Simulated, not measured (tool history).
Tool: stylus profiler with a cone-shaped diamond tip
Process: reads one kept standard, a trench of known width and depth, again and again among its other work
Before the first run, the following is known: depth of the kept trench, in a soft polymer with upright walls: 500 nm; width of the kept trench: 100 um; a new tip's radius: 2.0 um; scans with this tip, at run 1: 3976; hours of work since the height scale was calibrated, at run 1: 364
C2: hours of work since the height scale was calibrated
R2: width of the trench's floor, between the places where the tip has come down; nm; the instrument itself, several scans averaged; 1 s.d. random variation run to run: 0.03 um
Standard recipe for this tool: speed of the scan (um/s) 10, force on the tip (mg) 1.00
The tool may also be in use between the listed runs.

{"run": 1, "hour": 0.0, "speed of the scan (um/s)": 10, "force on the tip (mg)": 1.0, "scans with this tip": 3976, "C2": 364, "depth of the trench (nm)": 501.9, "R2": 96490}
{"run": 2, "hour": 21.1, "speed of the scan (um/s)": 10, "force on the tip (mg)": 1.0, "scans with this tip": 4134, "C2": 379, "depth of the trench (nm)": 501.92, "R2": 96490}
{"run": 3, "hour": 50.3, "speed of the scan (um/s)": 10, "force on the tip (mg)": 1.0, "scans with this tip": 4353, "C2": 399, "depth of the trench (nm)": 502.04, "R2": 96460}
{"run": 4, "hour": 79.0, "speed of the scan (um/s)": 2, "force on the tip (mg)": 1.0, "scans with this tip": 4568, "C2": 418, "depth of the trench (nm)": 501.98, "R2": 96430}
{"run": 5, "hour": 97.5, "speed of the scan (um/s)": 2, "force on the tip (mg)": 0.67, "scans with this tip": 4707, "C2": 431, "depth of the trench (nm)": 501.18, "R2": 96410}
{"run": 6, "hour": 114.9, "speed of the scan (um/s)": 2, "force on the tip (mg)": 0.67, "scans with this tip": 4837, "C2": 443, "depth of the trench (nm)": 501.27, "R2": 96430}
{"run": 7, "hour": 141.5, "speed of the scan (um/s)": 2, "force on the tip (mg)": 0.67, "scans with this tip": 5037, "C2": 461, "depth of the trench (nm)": 501.04, "R2": 96380}
{"run": 8, "hour": 156.9, "speed of the scan (um/s)": 2, "force on the tip (mg)": 0.67, "scans with this tip": 5152, "C2": 472, "depth of the trench (nm)": 501.01, "R2": 96380}
{"run": 9, "hour": 172.0, "speed of the scan (um/s)": 10, "force on the tip (mg)": 0.35, "scans with this tip": 5265, "C2": 482, "depth of the trench (nm)": 500.22, "R2": 96210}
{"run": 10, "hour": 202.6, "speed of the scan (um/s)": 10, "force on the tip (mg)": 0.35, "scans with this tip": 5495, "C2": 503, "depth of the trench (nm)": 500.19, "R2": 96220}
{"run": 11, "hour": 221.0, "speed of the scan (um/s)": 10, "force on the tip (mg)": 2.65, "scans with this tip": 5633, "C2": 516, "depth of the trench (nm)": 504.0, "R2": 96240}
{"run": 12, "hour": 241.0, "speed of the scan (um/s)": 10, "force on the tip (mg)": 2.65, "scans with this tip": 5783, "C2": 530, "depth of the trench (nm)": 504.03, "R2": 96260}
{"run": 13, "hour": 261.8, "speed of the scan (um/s)": 10, "force on the tip (mg)": 2.65, "scans with this tip": 5939, "C2": 544, "depth of the trench (nm)": 504.36, "R2": 96190}
{"run": 14, "hour": 287.7, "speed of the scan (um/s)": 10, "force on the tip (mg)": 2.65, "scans with this tip": 6133, "C2": 562, "depth of the trench (nm)": 504.15, "R2": 96170}
{"run": 15, "hour": 300.6, "speed of the scan (um/s)": 21, "force on the tip (mg)": 1.0, "scans with this tip": 6230, "C2": 571, "depth of the trench (nm)": 501.43, "R2": 96080}
{"run": 16, "hour": 328.1, "speed of the scan (um/s)": 21, "force on the tip (mg)": 0.54, "scans with this tip": 6436, "C2": 589, "depth of the trench (nm)": 500.4, "R2": 95970}
{"run": 17, "hour": 352.1, "speed of the scan (um/s)": 21, "force on the tip (mg)": 0.54, "scans with this tip": 6616, "C2": 606, "depth of the trench (nm)": 500.38, "R2": 95990}
{"run": 18, "hour": 374.2, "speed of the scan (um/s)": 12, "force on the tip (mg)": 1.0, "scans with this tip": 6782, "C2": 621, "depth of the trench (nm)": 501.48, "R2": 96060}
{"hour": 376.9, "done": "height scale calibrated on a step standard"}
{"run": 19, "hour": 397.9, "speed of the scan (um/s)": 12, "force on the tip (mg)": 1.0, "scans with this tip": 6955, "C2": 14, "depth of the trench (nm)": 501.08, "R2": 96070}
{"run": 20, "hour": 414.1, "speed of the scan (um/s)": 12, "force on the tip (mg)": 1.0, "scans with this tip": 7077, "C2": 26, "depth of the trench (nm)": 501.09, "R2": 95970}
{"run": 21, "hour": 441.1, "speed of the scan (um/s)": 10, "force on the tip (mg)": 0.44, "scans with this tip": 7280, "C2": 44, "depth of the trench (nm)": 499.67, "R2": 95910}
{"run": 22, "hour": 455.5, "speed of the scan (um/s)": 10, "force on the tip (mg)": 0.44, "scans with this tip": 7387, "C2": 54, "depth of the trench (nm)": 500.0, "R2": 95910}
{"run": 23, "hour": 470.0, "speed of the scan (um/s)": 10, "force on the tip (mg)": 0.44, "scans with this tip": 7496, "C2": 64, "depth of the trench (nm)": 499.67, "R2": 95940}
{"run": 24, "hour": 497.1, "speed of the scan (um/s)": 4, "force on the tip (mg)": 0.44, "scans with this tip": 7700, "C2": 83, "depth of the trench (nm)": 499.4, "R2": 95930}
{"hour": 513.7, "done": "height scale calibrated on a step standard, once more"}
{"run": 25, "hour": 525.0, "speed of the scan (um/s)": 7, "force on the tip (mg)": 1.03, "scans with this tip": 7905, "C2": 8, "depth of the trench (nm)": 502.69, "R2": 95920}
{"run": 26, "hour": 547.3, "speed of the scan (um/s)": 7, "force on the tip (mg)": 1.74, "scans with this tip": 8072, "C2": 23, "depth of the trench (nm)": 504.15, "R2": 95870}
{"run": 27, "hour": 567.9, "speed of the scan (um/s)": 7, "force on the tip (mg)": 1.74, "scans with this tip": 8226, "C2": 37, "depth of the trench (nm)": 503.66, "R2": 95870}
{"hour": 571.5, "done": "new tip fitted, height scale calibrated"}
{"run": 28, "hour": 593.1, "speed of the scan (um/s)": 9, "force on the tip (mg)": 1.94, "scans with this tip": 161, "C2": 15, "depth of the trench (nm)": 504.4, "R2": 97260}
{"run": 29, "hour": 622.9, "speed of the scan (um/s)": 9, "force on the tip (mg)": 1.94, "scans with this tip": 385, "C2": 35, "depth of the trench (nm)": 504.72, "R2": 97190}
{"run": 30, "hour": 642.1, "speed of the scan (um/s)": 9, "force on the tip (mg)": 1.94, "scans with this tip": 529, "C2": 49, "depth of the trench (nm)": 504.33, "R2": 97120}
{"run": 31, "hour": 659.9, "speed of the scan (um/s)": 7, "force on the tip (mg)": 1.56, "scans with this tip": 662, "C2": 61, "depth of the trench (nm)": 504.28, "R2": 97100}
{"run": 32, "hour": 681.2, "speed of the scan (um/s)": 6, "force on the tip (mg)": 0.46, "scans with this tip": 822, "C2": 75, "depth of the trench (nm)": 501.55, "R2": 97080}
{"run": 33, "hour": 707.7, "speed of the scan (um/s)": 31, "force on the tip (mg)": 0.46, "scans with this tip": 1021, "C2": 94, "depth of the trench (nm)": 501.46, "R2": 96910}
{"run": 34, "hour": 733.2, "speed of the scan (um/s)": 11, "force on the tip (mg)": 0.46, "scans with this tip": 1212, "C2": 111, "depth of the trench (nm)": 501.63, "R2": 97000}
{"run": 35, "hour": 749.2, "speed of the scan (um/s)": 6, "force on the tip (mg)": 0.37, "scans with this tip": 1332, "C2": 122, "depth of the trench (nm)": 501.55, "R2": 96990}
{"run": 36, "hour": 777.5, "speed of the scan (um/s)": 6, "force on the tip (mg)": 0.54, "scans with this tip": 1545, "C2": 141, "depth of the trench (nm)": 501.64, "R2": 96930}
{"run": 37, "hour": 800.4, "speed of the scan (um/s)": 7, "force on the tip (mg)": 0.37, "scans with this tip": 1716, "C2": 157, "depth of the trench (nm)": 501.15, "R2": 96900}
{"run": 38, "hour": 830.2, "speed of the scan (um/s)": 7, "force on the tip (mg)": 0.37, "scans with this tip": 1939, "C2": 178, "depth of the trench (nm)": 501.04, "R2": 96860}
{"run": 39, "hour": 853.0, "speed of the scan (um/s)": 17, "force on the tip (mg)": 2.63, "scans with this tip": 2111, "C2": 193, "depth of the trench (nm)": 505.06, "R2": 96830}
{"run": 40, "hour": 879.4, "speed of the scan (um/s)": 22, "force on the tip (mg)": 2.74, "scans with this tip": 2308, "C2": 211, "depth of the trench (nm)": 505.35, "R2": 96790}
{"run": 41, "hour": 902.8, "speed of the scan (um/s)": 30, "force on the tip (mg)": 1.42, "scans with this tip": 2484, "C2": 227, "depth of the trench (nm)": 503.27, "R2": 96670}
{"run": 42, "hour": 919.5, "speed of the scan (um/s)": 3, "force on the tip (mg)": 2.42, "scans with this tip": 2609, "C2": 239, "depth of the trench (nm)": 504.84, "R2": 96760}
{"run": 43, "hour": 942.4, "speed of the scan (um/s)": 10, "force on the tip (mg)": 2.28, "scans with this tip": 2781, "C2": 255, "depth of the trench (nm)": 504.57, "R2": 96680}
{"run": 44, "hour": 965.9, "speed of the scan (um/s)": 10, "force on the tip (mg)": 2.28, "scans with this tip": 2957, "C2": 271, "depth of the trench (nm)": 504.52, "R2": 96660}
{"run": 45, "hour": 990.8, "speed of the scan (um/s)": 10, "force on the tip (mg)": 2.28, "scans with this tip": 3144, "C2": 288, "depth of the trench (nm)": 504.49, "R2": 96640}
{"run": 46, "hour": 1008.2, "speed of the scan (um/s)": 4, "force on the tip (mg)": 1.38, "scans with this tip": 3274, "C2": 300, "depth of the trench (nm)": 502.98, "R2": 96620}
{"run": 47, "hour": 1032.0, "speed of the scan (um/s)": 4, "force on the tip (mg)": 1.38, "scans with this tip": 3453, "C2": 316, "depth of the trench (nm)": 503.0, "R2": 96580}

Below are 3 alternative next runs, each starting from the tool's condition after run 47. Predict each:
{"run": "A", "hour": 1058.0, "speed of the scan (um/s)": 25, "force on the tip (mg)": 1.22, "scans with this tip": 3648, "C2": 334, "depth of the trench (nm)": "?", "R2": "?"}
{"run": "B", "hour": 1058.0, "speed of the scan (um/s)": 8, "force on the tip (mg)": 0.42, "scans with this tip": 3648, "C2": 334, "depth of the trench (nm)": "?", "R2": "?"}
{"run": "C", "hour": 1058.0, "speed of the scan (um/s)": 3, "force on the tip (mg)": 1.76, "scans with this tip": 3648, "C2": 334, "depth of the trench (nm)": "?", "R2": "?"}

run=A depth_of_the_trench_(nm)=502.47 R2=96500
run=B depth_of_the_trench_(nm)=501.02 R2=96530
run=C depth_of_the_trench_(nm)=503.65 R2=96590
Stripped of hidden state, with their random variation kept, the same runs would have yielded:
run=A depth_of_the_trench_(nm)=503.16 R2=97280
run=B depth_of_the_trench_(nm)=501.71 R2=97300
run=C depth_of_the_trench_(nm)=504.34 R2=97360

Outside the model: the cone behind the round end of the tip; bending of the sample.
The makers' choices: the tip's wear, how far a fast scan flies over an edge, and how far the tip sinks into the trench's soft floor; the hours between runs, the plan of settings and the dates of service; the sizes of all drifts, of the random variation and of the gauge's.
